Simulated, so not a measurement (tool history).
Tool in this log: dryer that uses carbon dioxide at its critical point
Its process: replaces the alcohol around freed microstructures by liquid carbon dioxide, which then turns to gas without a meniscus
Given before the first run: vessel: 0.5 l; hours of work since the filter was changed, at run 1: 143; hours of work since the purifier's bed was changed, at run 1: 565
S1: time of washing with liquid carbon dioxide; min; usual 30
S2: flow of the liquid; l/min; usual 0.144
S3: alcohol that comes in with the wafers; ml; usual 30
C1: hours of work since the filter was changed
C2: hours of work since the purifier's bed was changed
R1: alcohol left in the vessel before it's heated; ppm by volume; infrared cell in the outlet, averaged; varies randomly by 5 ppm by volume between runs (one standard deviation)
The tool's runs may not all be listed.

run 1 hour=0 | S1=30 S2=0.144 S3=30 | C1=143 C2=565 | R1=151
run 2 hour=14 | S1=30 S2=0.144 S3=30 | C1=152 C2=574 | R1=148
run 3 hour=31.6 | S1=30 S2=0.144 S3=30 | C1=164 C2=586 | R1=162
run 4 hour=46.5 | S1=30 S2=0.144 S3=30 | C1=173 C2=595 | R1=162
run 5 hour=66.4 | S1=36 S2=0.144 S3=30 | C1=186 C2=608 | R1=134
run 6 hour=95.3 | S1=36 S2=0.144 S3=30 | C1=205 C2=627 | R1=144
run 7 hour=117.2 | S1=36 S2=0.144 S3=30 | C1=219 C2=642 | R1=144
run 8 hour=143.5 | S1=36 S2=0.144 S3=30 | C1=237 C2=659 | R1=137
run 9 hour=169.2 | S1=30 S2=0.144 S3=30 | C1=253 C2=675 | R1=173
run 10 hour=200.2 | S1=30 S2=0.144 S3=30 | C1=273 C2=696 | R1=189
run 11 hour=229.9 | S1=36 S2=0.144 S3=30 | C1=293 C2=715 | R1=162
run 12 hour=246.5 | S1=30 S2=0.144 S3=30 | C1=304 C2=726 | R1=201
run 13 hour=268.5 | S1=30 S2=0.144 S3=30 | C1=318 C2=740 | R1=204
run 14 hour=288.2 | S1=30 S2=0.144 S3=30 | C1=331 C2=753 | R1=211
-- hour=298.4 inlet filter changed
run 15 hour=319 | S1=30 S2=0.144 S3=30 | C1=13 C2=772 | R1=185
run 16 hour=349.3 | S1=30 S2=0.144 S3=30 | C1=33 C2=792 | R1=193
run 17 hour=365.3 | S1=30 S2=0.144 S3=30 | C1=44 C2=803 | R1=187
run 18 hour=377.8 | S1=33 S2=0.11 S3=64 | C1=52 C2=811 | R1=357
run 19 hour=407.4 | S1=30 S2=0.135 S3=106 | C1=71 C2=830 | R1=330
run 20 hour=438.4 | S1=30 S2=0.234 S3=78 | C1=91 C2=850 | R1=178
run 21 hour=463.2 | S1=33 S2=0.144 S3=84 | C1=107 C2=866 | R1=222
run 22 hour=476.9 | S1=30 S2=0.196 S3=30 | C1=116 C2=875 | R1=175
run 23 hour=504.5 | S1=30 S2=0.196 S3=30 | C1=134 C2=893 | R1=188
run 24 hour=520 | S1=30 S2=0.093 S3=30 | C1=144 C2=903 | R1=673
run 25 hour=546.8 | S1=30 S2=0.093 S3=30 | C1=162 C2=921 | R1=686
run 26 hour=560.6 | S1=23 S2=0.171 S3=32 | C1=171 C2=930 | R1=261
run 27 hour=584.5 | S1=23 S2=0.171 S3=32 | C1=186 C2=945 | R1=283
run 28 hour=600.7 | S1=19 S2=0.093 S3=30 | C1=197 C2=956 | R1=3145
run 29 hour=614.1 | S1=19 S2=0.093 S3=111 | C1=206 C2=965 | R1=11218
run 30 hour=631 | S1=30 S2=0.217 S3=22 | C1=217 C2=976 | R1=199
run 31 hour=656.7 | S1=19 S2=0.224 S3=43 | C1=233 C2=992 | R1=274
run 32 hour=685.1 | S1=19 S2=0.224 S3=43 | C1=252 C2=1011 | R1=291
run 33 hour=705.7 | S1=19 S2=0.148 S3=43 | C1=265 C2=1024 | R1=1043
run 34 hour=734.7 | S1=19 S2=0.148 S3=43 | C1=284 C2=1043 | R1=1064

Describe how what the log doesn't record of the tool's condition differs between the last listed run preceding each entry between runs and the first listed run following it.
Run 14 -> run 15: inlet filter changed (hour 298.4)
  flow that reaches the vessel past the clogged filter, %: 89.5 -> 99.2; alcohol in the recycled carbon dioxide, ppm: 155.3 -> 159.3
  what was measured, less what the result would be without the hidden state, R1: +176 -> +154 ppm by volume

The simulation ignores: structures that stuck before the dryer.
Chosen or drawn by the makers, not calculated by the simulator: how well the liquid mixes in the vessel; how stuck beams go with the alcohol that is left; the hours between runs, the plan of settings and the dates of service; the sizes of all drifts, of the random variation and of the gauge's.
